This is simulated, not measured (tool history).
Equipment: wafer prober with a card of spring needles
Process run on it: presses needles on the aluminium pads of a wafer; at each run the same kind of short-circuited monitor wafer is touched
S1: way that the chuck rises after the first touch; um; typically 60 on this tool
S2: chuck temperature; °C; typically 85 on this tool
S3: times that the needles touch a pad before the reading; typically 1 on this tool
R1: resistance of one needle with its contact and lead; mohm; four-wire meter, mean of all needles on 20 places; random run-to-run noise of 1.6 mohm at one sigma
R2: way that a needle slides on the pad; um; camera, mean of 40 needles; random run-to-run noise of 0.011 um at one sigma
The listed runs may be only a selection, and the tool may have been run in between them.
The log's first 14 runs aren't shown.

run,hour,S1,S2,S3,R1,R2
# hour 272.7: tips cleaned on abrasive film
15,272.7,60,85,1,162,9.98
# hour 295.4: tips cleaned on abrasive film
16,298.5,60,85,1,161,9.96
# hour 318.2: tips cleaned on abrasive film
17,318.2,60,85,1,157,9.98
18,329.1,56,60,1,160,9.29
# hour 341.1: tips cleaned on abrasive film
19,346.8,61,42,1,155,10.15
20,361.9,45,107,2,171,7.48
# hour 363.8: tips cleaned on abrasive film
21,378.7,74,63,1,157,12.25
# hour 387.4: tips cleaned on abrasive film
22,390,47,41,1,158,7.8
# hour 393.7: height of the first contact set anew
23,403.6,47,41,1,161,7.79
# hour 411.8: tips cleaned on abrasive film
24,423.2,47,41,1,158,7.78
# hour 435.2: tips cleaned on abrasive film
25,436.9,70,95,2,160,11.59
# hour 457.7: tips cleaned on abrasive film
26,457.7,57,33,3,152,9.44
27,478.9,78,110,3,164,12.88
# hour 481.2: tips cleaned on abrasive film
# hour 504.6: tips cleaned on abrasive film
28,504.7,75,109,2,164,12.36
# hour 527.9: tips cleaned on abrasive film
29,528.7,75,37,1,149,12.35
30,549.4,60,27,1,149,9.89
# hour 551.4: tips cleaned on abrasive film
31,564.8,68,113,3,162,11.19
# hour 574.3: tips cleaned on abrasive film
32,578.7,68,113,3,166,11.19
# hour 585.8: height of the first contact set anew
# hour 598.5: tips cleaned on abrasive film
33,599.6,68,113,3,166,11.17

Below are 4 alternative next runs, each starting from the tool's condition after run 33. Predict each:
A,610.3,68,90,3,?,?
B,610.3,60,85,2,?,?
C,610.3,49,85,1,?,?
D,610.3,58,26,1,?,?

run,R1,R2
A,163,11.19
B,162,9.86
C,164,8.03
D,153,9.53
Without the tool's hidden state the same runs would have given:
run,R1,R2
A,163,11.43
B,162,10.07
C,163,8.21
D,153,9.74
